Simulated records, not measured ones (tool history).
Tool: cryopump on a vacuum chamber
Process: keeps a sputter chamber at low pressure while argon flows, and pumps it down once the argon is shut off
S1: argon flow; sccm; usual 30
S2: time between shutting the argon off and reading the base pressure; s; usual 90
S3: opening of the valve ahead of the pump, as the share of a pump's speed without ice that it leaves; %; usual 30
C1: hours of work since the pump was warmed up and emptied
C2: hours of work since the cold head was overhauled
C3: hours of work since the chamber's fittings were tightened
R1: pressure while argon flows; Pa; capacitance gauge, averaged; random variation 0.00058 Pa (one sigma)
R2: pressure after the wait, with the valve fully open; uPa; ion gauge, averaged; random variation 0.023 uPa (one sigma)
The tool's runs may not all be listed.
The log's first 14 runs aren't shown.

run   hour  S1   S2  S3   C1   C2    C3      R1    R2
 15  319.2  30   90  30  401  401  2435  0.0744  1.25
 16  336.5  30   90  35  409  409  2443  0.0645  1.24
 17  349.4  30   90  35  415  415  2449  0.0640  1.21
 18  379.9  30   76  30  429  429  2463  0.0749  1.38
 19  394.9  30  182  59  436  436  2469  0.0386  0.90
 20  411.8  29   90  40  444  444  2477  0.0542  1.23
 21  427.9  50   51  29  451  451  2485  0.1298  1.79
 22  454.6  50   51  29  463  463  2497  0.1307  1.80
 23  470.6  38   90  39  471  471  2504  0.0742  1.30
 24  491.1  30   55  34  480  480  2514  0.0663  1.71
 25  518.3  14   34  30  493  493  2526  0.0339  2.40
 26  545.2  14   34  30  505  505  2539  0.0347  2.37
 27  575.6  14   34  30  519  519  2553  0.0350  2.45
 28  602.6  14   34  30  531  531  2565  0.0351  2.43
 29  629.2  15  148  46  544  544  2577  0.0244  1.02
 30  646.5  15  148  46  552  552  2585  0.0249  1.05
 31  663.9  15  148  46  560  560  2593  0.0247  1.04
 32  679.5  15   32  41  567  567  2601  0.0283  2.57
 33  705.2  25   70  37  579  579  2612  0.0520  1.52
 34  722.1  25   70  37  587  587  2620  0.0520  1.48
 35  744.3  15  269  16  597  597  2630  0.0700  0.86

Forecast each of these 3 alternatives for the next run:
  A  758.9  15  49  16  603  603  2637   ?   ?
  B  758.9  30  29  32  603  603  2637   ?   ?
  C  758.9  24  64  39  603  603  2637   ?   ?

run      R1    R2
  A  0.0696  1.85
  B  0.0723  2.80
  C  0.0475  1.55
Without the tool's hidden state the same runs would have given:
run      R1    R2
  A  0.0681  1.34
  B  0.0692  2.29
  C  0.0450  1.05
